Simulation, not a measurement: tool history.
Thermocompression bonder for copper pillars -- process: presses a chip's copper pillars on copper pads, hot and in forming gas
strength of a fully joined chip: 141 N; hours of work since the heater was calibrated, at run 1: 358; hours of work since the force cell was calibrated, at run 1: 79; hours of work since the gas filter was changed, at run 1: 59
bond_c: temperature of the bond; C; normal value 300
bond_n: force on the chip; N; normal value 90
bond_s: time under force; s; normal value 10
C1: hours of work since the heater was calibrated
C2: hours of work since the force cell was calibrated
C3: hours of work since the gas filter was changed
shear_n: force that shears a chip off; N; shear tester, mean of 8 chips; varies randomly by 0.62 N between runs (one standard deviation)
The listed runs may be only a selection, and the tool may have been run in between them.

{"run": 1, "hour": 0.0, "bond_c": 300, "bond_n": 90, "bond_s": 10, "C1": 358, "C2": 79, "C3": 59, "shear_n": 65.5}
{"run": 2, "hour": 8.8, "bond_c": 300, "bond_n": 90, "bond_s": 14, "C1": 362, "C2": 83, "C3": 63, "shear_n": 75.0}
{"run": 3, "hour": 13.7, "bond_c": 300, "bond_n": 90, "bond_s": 14, "C1": 364, "C2": 86, "C3": 65, "shear_n": 74.0}
{"run": 4, "hour": 22.0, "bond_c": 292, "bond_n": 90, "bond_s": 14, "C1": 368, "C2": 90, "C3": 69, "shear_n": 68.7}
{"run": 5, "hour": 25.9, "bond_c": 300, "bond_n": 90, "bond_s": 22, "C1": 370, "C2": 91, "C3": 71, "shear_n": 84.7}
{"run": 6, "hour": 33.8, "bond_c": 300, "bond_n": 90, "bond_s": 22, "C1": 374, "C2": 95, "C3": 75, "shear_n": 85.0}
{"run": 7, "hour": 41.6, "bond_c": 300, "bond_n": 90, "bond_s": 10, "C1": 378, "C2": 99, "C3": 79, "shear_n": 65.7}
{"run": 8, "hour": 50.1, "bond_c": 300, "bond_n": 90, "bond_s": 10, "C1": 382, "C2": 103, "C3": 83, "shear_n": 65.8}
{"run": 9, "hour": 57.0, "bond_c": 300, "bond_n": 90, "bond_s": 10, "C1": 385, "C2": 106, "C3": 86, "shear_n": 66.2}
{"run": 10, "hour": 65.9, "bond_c": 274, "bond_n": 90, "bond_s": 10, "C1": 389, "C2": 111, "C3": 91, "shear_n": 52.6}
{"run": 11, "hour": 75.0, "bond_c": 274, "bond_n": 90, "bond_s": 10, "C1": 394, "C2": 115, "C3": 95, "shear_n": 51.5}
{"run": 12, "hour": 82.6, "bond_c": 300, "bond_n": 90, "bond_s": 10, "C1": 398, "C2": 119, "C3": 99, "shear_n": 65.5}
{"run": 13, "hour": 86.4, "bond_c": 300, "bond_n": 90, "bond_s": 10, "C1": 399, "C2": 121, "C3": 101, "shear_n": 64.9}
{"run": 14, "hour": 90.4, "bond_c": 300, "bond_n": 90, "bond_s": 10, "C1": 401, "C2": 123, "C3": 102, "shear_n": 65.5}
{"run": 15, "hour": 97.8, "bond_c": 300, "bond_n": 90, "bond_s": 10, "C1": 405, "C2": 126, "C3": 106, "shear_n": 64.9}
{"run": 16, "hour": 106.4, "bond_c": 300, "bond_n": 90, "bond_s": 10, "C1": 409, "C2": 130, "C3": 110, "shear_n": 65.9}
{"run": 17, "hour": 111.5, "bond_c": 300, "bond_n": 90, "bond_s": 10, "C1": 411, "C2": 133, "C3": 113, "shear_n": 64.3}
{"run": 18, "hour": 118.4, "bond_c": 300, "bond_n": 90, "bond_s": 10, "C1": 415, "C2": 136, "C3": 116, "shear_n": 63.9}
{"run": 19, "hour": 126.1, "bond_c": 300, "bond_n": 90, "bond_s": 10, "C1": 419, "C2": 140, "C3": 120, "shear_n": 65.5}
{"run": 20, "hour": 133.9, "bond_c": 300, "bond_n": 90, "bond_s": 10, "C1": 422, "C2": 144, "C3": 124, "shear_n": 65.7}
{"run": 21, "hour": 140.1, "bond_c": 300, "bond_n": 90, "bond_s": 10, "C1": 425, "C2": 147, "C3": 127, "shear_n": 65.0}
{"run": 22, "hour": 148.3, "bond_c": 300, "bond_n": 85, "bond_s": 10, "C1": 429, "C2": 151, "C3": 131, "shear_n": 62.5}
{"run": 23, "hour": 153.5, "bond_c": 330, "bond_n": 133, "bond_s": 8, "C1": 432, "C2": 153, "C3": 133, "shear_n": 93.8}
{"run": 24, "hour": 157.6, "bond_c": 330, "bond_n": 133, "bond_s": 8, "C1": 434, "C2": 155, "C3": 135, "shear_n": 93.5}
{"run": 25, "hour": 164.8, "bond_c": 300, "bond_n": 98, "bond_s": 22, "C1": 437, "C2": 159, "C3": 139, "shear_n": 87.9}
{"hour": 167.7, "done": "heater calibrated with a thermocouple chip"}
{"run": 26, "hour": 173.2, "bond_c": 271, "bond_n": 90, "bond_s": 10, "C1": 3, "C2": 162, "C3": 142, "shear_n": 46.8}
{"run": 27, "hour": 181.4, "bond_c": 271, "bond_n": 90, "bond_s": 10, "C1": 7, "C2": 166, "C3": 146, "shear_n": 46.7}
{"run": 28, "hour": 189.3, "bond_c": 318, "bond_n": 90, "bond_s": 10, "C1": 10, "C2": 170, "C3": 149, "shear_n": 71.9}
{"run": 29, "hour": 196.4, "bond_c": 300, "bond_n": 87, "bond_s": 6, "C1": 14, "C2": 173, "C3": 153, "shear_n": 49.9}
{"hour": 204.5, "done": "heater calibrated with a thermocouple chip, once more"}
{"run": 30, "hour": 205.8, "bond_c": 326, "bond_n": 95, "bond_s": 6, "C1": 1, "C2": 177, "C3": 156, "shear_n": 72.5}
{"run": 31, "hour": 214.8, "bond_c": 326, "bond_n": 95, "bond_s": 6, "C1": 5, "C2": 181, "C3": 161, "shear_n": 72.2}
{"run": 32, "hour": 219.5, "bond_c": 292, "bond_n": 103, "bond_s": 11, "C1": 7, "C2": 183, "C3": 163, "shear_n": 73.5}
{"run": 33, "hour": 226.5, "bond_c": 314, "bond_n": 103, "bond_s": 6, "C1": 11, "C2": 187, "C3": 166, "shear_n": 68.9}
{"run": 34, "hour": 233.7, "bond_c": 312, "bond_n": 64, "bond_s": 10, "C1": 14, "C2": 190, "C3": 170, "shear_n": 60.0}
{"run": 35, "hour": 241.6, "bond_c": 315, "bond_n": 103, "bond_s": 7, "C1": 18, "C2": 194, "C3": 174, "shear_n": 73.8}
{"run": 36, "hour": 247.7, "bond_c": 300, "bond_n": 61, "bond_s": 10, "C1": 21, "C2": 197, "C3": 177, "shear_n": 52.3}
{"run": 37, "hour": 256.3, "bond_c": 280, "bond_n": 126, "bond_s": 10, "C1": 25, "C2": 201, "C3": 181, "shear_n": 72.7}
{"run": 38, "hour": 264.2, "bond_c": 305, "bond_n": 126, "bond_s": 6, "C1": 29, "C2": 205, "C3": 185, "shear_n": 73.4}
{"run": 39, "hour": 269.2, "bond_c": 285, "bond_n": 65, "bond_s": 6, "C1": 31, "C2": 207, "C3": 187, "shear_n": 38.4}

Pick out some run-to-run changes in shear_n. Of each, how much would a tool without hidden state show as well, from the settings, what came in and chance, and how much is left for the hidden state and any gauge scatter not in both results compared?
Hidden state present: true temperature of the bond over the reading, C; force that reaches the chip, % of what is set; oxide that the forming gas leaves, % of the face; drift of the gauge itself on shear_n, %.
Run 22 -> 23: bond_c 300 -> 330, bond_n 85 -> 133, bond_s 10 -> 8. shear_n +31.3 N: hidden state -0.3, all else +31.6.
Run 25 -> 26: bond_c 300 -> 271, bond_n 98 -> 90, bond_s 22 -> 10, heater calibrated with a thermocouple chip. shear_n -41.1 N: hidden state -1.7, all else -39.4.
Run 28 -> 29: bond_c 318 -> 300, bond_n 90 -> 87, bond_s 10 -> 6. shear_n -22.0 N: hidden state +1.2, all else -23.2.
Run 29 -> 30: bond_c 300 -> 326, bond_n 87 -> 95, heater calibrated with a thermocouple chip, once more. shear_n +22.6 N: hidden state +5.6, all else +17.0.
Run 38 -> 39: bond_c 305 -> 285, bond_n 126 -> 65. shear_n -35.0 N: hidden state +0.5, all else -35.5.

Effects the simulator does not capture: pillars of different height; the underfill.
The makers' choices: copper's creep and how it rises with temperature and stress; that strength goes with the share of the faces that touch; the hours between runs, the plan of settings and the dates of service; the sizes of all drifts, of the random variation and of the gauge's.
